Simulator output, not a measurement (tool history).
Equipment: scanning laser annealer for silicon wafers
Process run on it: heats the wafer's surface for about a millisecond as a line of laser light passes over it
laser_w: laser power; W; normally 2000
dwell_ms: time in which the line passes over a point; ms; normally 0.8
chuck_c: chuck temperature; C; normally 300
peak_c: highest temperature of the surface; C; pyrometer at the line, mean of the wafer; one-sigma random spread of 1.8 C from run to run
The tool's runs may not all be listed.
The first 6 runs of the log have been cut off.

{"run": 7, "hour": 91.2, "laser_w": 2000, "dwell_ms": 0.8, "chuck_c": 300, "peak_c": 978}
{"run": 8, "hour": 105.0, "laser_w": 2000, "dwell_ms": 0.8, "chuck_c": 300, "peak_c": 975}
{"run": 9, "hour": 120.8, "laser_w": 2000, "dwell_ms": 0.8, "chuck_c": 300, "peak_c": 972}
{"run": 10, "hour": 141.6, "laser_w": 2000, "dwell_ms": 0.8, "chuck_c": 300, "peak_c": 976}
{"run": 11, "hour": 152.2, "laser_w": 2000, "dwell_ms": 0.8, "chuck_c": 300, "peak_c": 969}
{"run": 12, "hour": 171.0, "laser_w": 2000, "dwell_ms": 0.8, "chuck_c": 300, "peak_c": 975}
{"run": 13, "hour": 193.3, "laser_w": 2000, "dwell_ms": 0.8, "chuck_c": 300, "peak_c": 972}
{"run": 14, "hour": 212.9, "laser_w": 2000, "dwell_ms": 0.861, "chuck_c": 300, "peak_c": 996}
{"run": 15, "hour": 229.8, "laser_w": 2000, "dwell_ms": 0.861, "chuck_c": 300, "peak_c": 996}
{"run": 16, "hour": 249.4, "laser_w": 2000, "dwell_ms": 0.8, "chuck_c": 300, "peak_c": 970}
{"run": 17, "hour": 261.3, "laser_w": 2000, "dwell_ms": 0.8, "chuck_c": 287, "peak_c": 958}
{"run": 18, "hour": 274.7, "laser_w": 2000, "dwell_ms": 0.8, "chuck_c": 329, "peak_c": 999}
{"run": 19, "hour": 297.5, "laser_w": 2000, "dwell_ms": 0.74, "chuck_c": 329, "peak_c": 972}
{"run": 20, "hour": 311.5, "laser_w": 2000, "dwell_ms": 0.873, "chuck_c": 300, "peak_c": 999}
{"run": 21, "hour": 322.1, "laser_w": 2000, "dwell_ms": 0.873, "chuck_c": 300, "peak_c": 998}
{"run": 22, "hour": 336.0, "laser_w": 2000, "dwell_ms": 0.873, "chuck_c": 300, "peak_c": 999}

Expected results for the next run?
{"run": 23, "hour": 347.8, "laser_w": 2000, "dwell_ms": 0.873, "chuck_c": 300, "peak_c": "?"}

peak_c: 997 C
With no hidden state in the tool, this same run would have given peak_c 1039 C.

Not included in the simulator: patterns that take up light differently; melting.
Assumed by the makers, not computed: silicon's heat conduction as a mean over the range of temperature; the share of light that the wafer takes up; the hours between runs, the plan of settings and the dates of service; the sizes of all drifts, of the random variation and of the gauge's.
